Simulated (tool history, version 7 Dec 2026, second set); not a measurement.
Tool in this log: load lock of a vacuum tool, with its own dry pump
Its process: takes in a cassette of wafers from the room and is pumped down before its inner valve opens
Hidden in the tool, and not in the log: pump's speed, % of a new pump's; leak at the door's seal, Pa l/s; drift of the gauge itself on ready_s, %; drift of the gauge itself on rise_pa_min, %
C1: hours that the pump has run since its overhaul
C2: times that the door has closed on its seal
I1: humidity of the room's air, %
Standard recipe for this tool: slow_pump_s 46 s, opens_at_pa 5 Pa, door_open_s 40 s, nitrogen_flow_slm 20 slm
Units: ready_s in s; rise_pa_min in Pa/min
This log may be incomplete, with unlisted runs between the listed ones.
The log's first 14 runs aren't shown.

Run 15, hour 2234.6: usual settings but slow_pump_s 29 s; C1 2134; C2 12134; I1 45.4. Result: ready_s 90.3 s, rise_pa_min 0.071 Pa/min.
Run 16, hour 2386.6: usual settings; C1 2286; C2 12495; I1 43.5. Result: ready_s 105.1 s, rise_pa_min 0.070 Pa/min.
Run 17, hour 2487.8: usual settings; C1 2388; C2 12735; I1 44.0. Result: ready_s 105.1 s, rise_pa_min 0.070 Pa/min.
Run 18, hour 2649.1: usual settings but door_open_s 34 s; C1 2549; C2 13118; I1 48.0. Result: ready_s 106.5 s, rise_pa_min 0.074 Pa/min.
Run 19, hour 2780.2: usual settings but opens_at_pa 7 Pa, door_open_s 206 s, nitrogen_flow_slm 33 slm; C1 2680; C2 13430; I1 46.5. Result: ready_s 102.1 s, rise_pa_min 0.095 Pa/min.
Run 20, hour 3012.2: usual settings but opens_at_pa 6 Pa, door_open_s 205 s, nitrogen_flow_slm 4 slm; C1 2912; C2 13981; I1 47.1. Result: ready_s 103.5 s, rise_pa_min 0.133 Pa/min.
Run 21, hour 3162.4: usual settings but slow_pump_s 23 s, opens_at_pa 9 Pa, door_open_s 89 s, nitrogen_flow_slm 8 slm; C1 3062; C2 14338; I1 48.4. Result: ready_s 83.4 s, rise_pa_min 0.105 Pa/min.
Run 22, hour 3258.9: usual settings but opens_at_pa 4 Pa, door_open_s 59 s; C1 3159; C2 14567; I1 42.7. Result: ready_s 108.6 s, rise_pa_min 0.091 Pa/min.
Run 23, hour 3456.2: usual settings but opens_at_pa 4 Pa, door_open_s 221 s; C1 3356; C2 15036; I1 45.8. Result: ready_s 108.6 s, rise_pa_min 0.115 Pa/min.
Run 24, hour 3616.5: usual settings but opens_at_pa 4 Pa, door_open_s 221 s; C1 3516; C2 15417; I1 46.1. Result: ready_s 108.3 s, rise_pa_min 0.117 Pa/min.
Run 25, hour 3819.6: usual settings but door_open_s 28 s; C1 3719; C2 15900; I1 48.3. Result: ready_s 106.5 s, rise_pa_min 0.085 Pa/min.
Run 26, hour 4041.2: usual settings but door_open_s 28 s; C1 3941; C2 16426; I1 45.3. Result: ready_s 106.9 s, rise_pa_min 0.091 Pa/min.
Run 27, hour 4271.8: usual settings but door_open_s 28 s; C1 4172; C2 16974; I1 47.4. Result: ready_s 107.2 s, rise_pa_min 0.089 Pa/min.
Run 28, hour 4378.2: usual settings but door_open_s 28 s; C1 4278; C2 17227; I1 47.6. Result: ready_s 107.8 s, rise_pa_min 0.093 Pa/min.
Run 29, hour 4497.9: usual settings but opens_at_pa 9 Pa, door_open_s 28 s, nitrogen_flow_slm 21 slm; C1 4398; C2 17511; I1 44.9. Result: ready_s 103.3 s, rise_pa_min 0.090 Pa/min.
Run 30, hour 4667.4: usual settings but door_open_s 52 s, nitrogen_flow_slm 18 slm; C1 4567; C2 17914; I1 46.1. Result: ready_s 107.8 s, rise_pa_min 0.101 Pa/min.
Run 31, hour 4880.8: usual settings but opens_at_pa 8 Pa, door_open_s 59 s, nitrogen_flow_slm 6 slm; C1 4781; C2 18421; I1 45.0. Result: ready_s 103.4 s, rise_pa_min 0.115 Pa/min.
Run 32, hour 5111.0: usual settings but door_open_s 59 s, nitrogen_flow_slm 13 slm; C1 5011; C2 18968; I1 46.8. Result: ready_s 108.0 s, rise_pa_min 0.111 Pa/min.
Run 33, hour 5271.1: usual settings but door_open_s 31 s, nitrogen_flow_slm 5 slm; C1 5171; C2 19348; I1 42.9. Result: ready_s 108.6 s, rise_pa_min 0.103 Pa/min.
Run 34, hour 5463.9: usual settings but slow_pump_s 82 s, opens_at_pa 7 Pa, nitrogen_flow_slm 27 slm; C1 5364; C2 19806; I1 44.0. Result: ready_s 134.8 s, rise_pa_min 0.104 Pa/min.
Run 35, hour 5588.2: usual settings but slow_pump_s 82 s, opens_at_pa 7 Pa, nitrogen_flow_slm 27 slm; C1 5488; C2 20102; I1 45.7. Result: ready_s 135.9 s, rise_pa_min 0.103 Pa/min.
Run 36, hour 5752.1: usual settings but slow_pump_s 48 s, opens_at_pa 9 Pa, door_open_s 70 s, nitrogen_flow_slm 27 slm; C1 5652; C2 20491; I1 45.4. Result: ready_s 104.7 s, rise_pa_min 0.110 Pa/min.

Branching from run 36: 5 alternative next runs. What would each branch give?
Run A, hour 5908.5: usual settings but slow_pump_s 48 s, opens_at_pa 9 Pa, door_open_s 70 s, nitrogen_flow_slm 15 slm; C1 5808; C2 20863; I1 46.1. Result: ready_s ?, rise_pa_min ?.
Run B, hour 5908.5: usual settings but door_open_s 34 s; C1 5808; C2 20863; I1 48.1. Result: ready_s ?, rise_pa_min ?.
Run C, hour 5908.5: usual settings but slow_pump_s 31 s, opens_at_pa 9 Pa, door_open_s 44 s, nitrogen_flow_slm 27 slm; C1 5808; C2 20863; I1 49.1. Result: ready_s ?, rise_pa_min ?.
Run D, hour 5908.5: usual settings but slow_pump_s 48 s, opens_at_pa 9 Pa, door_open_s 39 s, nitrogen_flow_slm 12 slm; C1 5808; C2 20863; I1 43.8. Result: ready_s ?, rise_pa_min ?.
Run E, hour 5908.5: usual settings but slow_pump_s 53 s, door_open_s 64 s, nitrogen_flow_slm 43 slm; C1 5808; C2 20863; I1 45.9. Result: ready_s ?, rise_pa_min ?.

run  ready_s  rise_pa_min
  A    105.8        0.119
  B    109.1        0.109
  C     91.9        0.109
  D    106.7        0.113
  E    114.9        0.106
With the hidden condition removed and each run's random variation left untouched, the same runs would have given:
run  ready_s  rise_pa_min
  A     99.6        0.041
  B    102.2        0.030
  C     85.2        0.029
  D    100.5        0.034
  E    108.2        0.026

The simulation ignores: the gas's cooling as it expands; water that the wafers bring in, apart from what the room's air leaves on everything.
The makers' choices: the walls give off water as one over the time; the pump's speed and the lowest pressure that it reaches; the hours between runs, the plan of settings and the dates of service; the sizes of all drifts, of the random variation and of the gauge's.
